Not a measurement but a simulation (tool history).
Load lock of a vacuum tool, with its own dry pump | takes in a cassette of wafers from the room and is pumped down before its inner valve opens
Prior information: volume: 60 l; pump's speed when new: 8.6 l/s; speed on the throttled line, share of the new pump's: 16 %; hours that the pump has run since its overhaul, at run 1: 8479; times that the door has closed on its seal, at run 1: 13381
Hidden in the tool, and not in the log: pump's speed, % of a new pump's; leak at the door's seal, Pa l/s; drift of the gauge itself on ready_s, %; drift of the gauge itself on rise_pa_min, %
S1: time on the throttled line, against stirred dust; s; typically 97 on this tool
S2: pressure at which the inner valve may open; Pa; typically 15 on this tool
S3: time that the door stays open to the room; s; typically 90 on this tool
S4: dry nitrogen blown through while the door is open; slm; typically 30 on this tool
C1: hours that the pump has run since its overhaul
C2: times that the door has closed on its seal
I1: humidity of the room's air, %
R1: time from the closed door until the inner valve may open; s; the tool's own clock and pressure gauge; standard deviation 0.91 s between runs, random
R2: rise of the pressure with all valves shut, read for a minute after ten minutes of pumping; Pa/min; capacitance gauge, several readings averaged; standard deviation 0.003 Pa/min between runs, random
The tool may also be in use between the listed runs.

run	hour	S1	S2	S3	S4	C1	C2	I1	R1	R2
1	0	97	15	90	30	8479	13381	46.7	144.3	0.019
2	103.8	97	15	90	30	8583	13863	45.6	142.5	0.017
3	272.6	97	15	90	30	8751	14647	43.8	142.6	0.016
4	496.6	97	15	90	30	8975	15688	43	143.8	0.019
5	722.1	97	15	90	30	9201	16736	42.9	143.1	0.016
6	827.9	97	15	90	30	9307	17227	43.3	142	0.011
7	945.4	97	15	90	30	9424	17773	46.2	144.6	0.018
8	1055.3	97	15	90	30	9534	18284	44.9	144.4	0.018
9	1177.1	97	15	90	30	9656	18850	44.4	142.8	0.016
10	1273.4	97	15	90	30	9752	19297	44.4	143.8	0.019
11	1493.4	97	15	90	30	9972	20319	45.3	144.9	0.018
12	1640.5	97	15	90	30	10119	21002	50	142.5	0.018
13	1759.8	97	15	90	30	10239	21556	48.6	142.3	0.02

Run 14, settings as shown, results not yet in. Your forecast:
14	1888.1	97	15	90	11	10367	22153	44.6	?	?

Run 14 gave R1 143 s, R2 0.035 Pa/min.
Were there no unlogged condition in the tool, this run, its random variation unchanged, would have produced R1 142.9 s, R2 0.035 Pa/min.
